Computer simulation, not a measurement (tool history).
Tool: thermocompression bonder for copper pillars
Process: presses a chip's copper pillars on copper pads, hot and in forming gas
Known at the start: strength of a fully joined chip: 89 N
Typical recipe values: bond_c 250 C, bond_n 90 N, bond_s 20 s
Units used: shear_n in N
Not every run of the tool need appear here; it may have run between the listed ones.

| run | hour | bond_c | bond_n | bond_s | shear_n |
|---|---|---|---|---|---|
| 1 | 0 | 250 | 90 | 20 | 66 |
| 2 | 7.5 | 250 | 90 | 20 | 66.9 |
| 3 | 13.5 | 250 | 90 | 20 | 66 |
| 4 | 24.2 | 250 | 90 | 20 | 66.3 |
| 5 | 30.7 | 250 | 90 | 20 | 65.5 |
| 6 | 37.2 | 250 | 90 | 20 | 65.8 |
| 7 | 43.1 | 250 | 90 | 20 | 65.9 |
| 8 | 48.9 | 250 | 90 | 20 | 66.3 |
| 9 | 56.2 | 250 | 90 | 13 | 59.4 |
| 10 | 65.4 | 250 | 90 | 13 | 59.3 |
| 11 | 73.5 | 243 | 84 | 55 | 73.4 |
| 12 | 83.8 | 225 | 110 | 18 | 59.7 |
| 13 | 89.6 | 265 | 78 | 20 | 66.1 |
| 14 | 94.1 | 250 | 90 | 24 | 68.6 |
| 15 | 99.9 | 250 | 83 | 34 | 69.2 |
| 16 | 107.4 | 238 | 83 | 34 | 64 |
| 17 | 113.5 | 238 | 83 | 44 | 68.4 |

Here are 4 independent what-if runs from the current tool condition. What would each one return?
| A | 118.4 | 226 | 90 | 40 | ? |
| B | 118.4 | 263 | 90 | 20 | ? |
| C | 118.4 | 250 | 65 | 20 | ? |
| D | 118.4 | 250 | 75 | 38 | ? |

| run | shear_n |
|---|---|
| A | 63.7 |
| B | 71.1 |
| C | 50 |
| D | 66.9 |
What these runs would have given with no unlogged condition in the tool:
| run | shear_n |
|---|---|
| A | 64.5 |
| B | 72 |
| C | 50.6 |
| D | 67.7 |
